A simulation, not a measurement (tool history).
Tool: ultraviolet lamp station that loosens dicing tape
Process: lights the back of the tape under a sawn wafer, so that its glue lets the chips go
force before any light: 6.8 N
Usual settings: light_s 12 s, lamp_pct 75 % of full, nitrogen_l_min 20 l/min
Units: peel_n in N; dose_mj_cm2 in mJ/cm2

| run | hour | light_s | lamp_pct | nitrogen_l_min | peel_n | dose_mj_cm2 |
|---|---|---|---|---|---|---|
| 1 | 0.0 | 12 | 75 | 20 | 0.309 | 337 |
| 2 | 9.4 | 12 | 75 | 6 | 0.754 | 331 |
| 3 | 16.2 | 12 | 75 | 22 | 0.293 | 330 |
| 4 | 23.4 | 12 | 75 | 22 | 0.293 | 332 |
| 5 | 28.1 | 6 | 75 | 20 | 1.287 | 165 |
| 6 | 34.3 | 12 | 75 | 20 | 0.319 | 330 |
|  | 35.4 | window cleaned of glue's vapour |
| 7 | 40.0 | 12 | 75 | 20 | 0.328 | 326 |
| 8 | 44.6 | 12 | 75 | 20 | 0.323 | 331 |
| 9 | 54.5 | 12 | 75 | 20 | 0.324 | 331 |
|  | 62.9 | window cleaned of glue's vapour, once more |
| 10 | 64.4 | 12 | 75 | 20 | 0.315 | 340 |
| 11 | 69.8 | 12 | 75 | 20 | 0.297 | 339 |
| 12 | 74.5 | 18 | 68 | 23 | 0.168 | 459 |
| 13 | 80.7 | 7 | 77 | 9 | 1.391 | 202 |
| 14 | 86.3 | 11 | 85 | 19 | 0.292 | 355 |
| 15 | 97.1 | 11 | 84 | 19 | 0.303 | 352 |
| 16 | 107.5 | 17 | 79 | 20 | 0.139 | 500 |
| 17 | 117.8 | 9 | 73 | 20 | 0.629 | 249 |
| 18 | 125.1 | 9 | 73 | 20 | 0.612 | 243 |
| 19 | 130.6 | 9 | 73 | 20 | 0.635 | 249 |
| 20 | 139.1 | 18 | 80 | 11 | 0.180 | 536 |
| 21 | 147.2 | 18 | 80 | 11 | 0.182 | 533 |

3 ways to go on from here, each from the tool as it stands after run 21. What would each give?
| A | 152.0 | 17 | 80 | 13 | ? | ? |
| B | 152.0 | 18 | 80 | 38 | ? | ? |
| C | 152.0 | 18 | 80 | 24 | ? | ? |

| run | peel_n | dose_mj_cm2 |
|---|---|---|
| A | 0.180 | 511 |
| B | 0.128 | 538 |
| C | 0.131 | 540 |
Without the tool's hidden state the same runs would have given:
| run | peel_n | dose_mj_cm2 |
|---|---|---|
| A | 0.167 | 536 |
| B | 0.126 | 564 |
| C | 0.127 | 567 |

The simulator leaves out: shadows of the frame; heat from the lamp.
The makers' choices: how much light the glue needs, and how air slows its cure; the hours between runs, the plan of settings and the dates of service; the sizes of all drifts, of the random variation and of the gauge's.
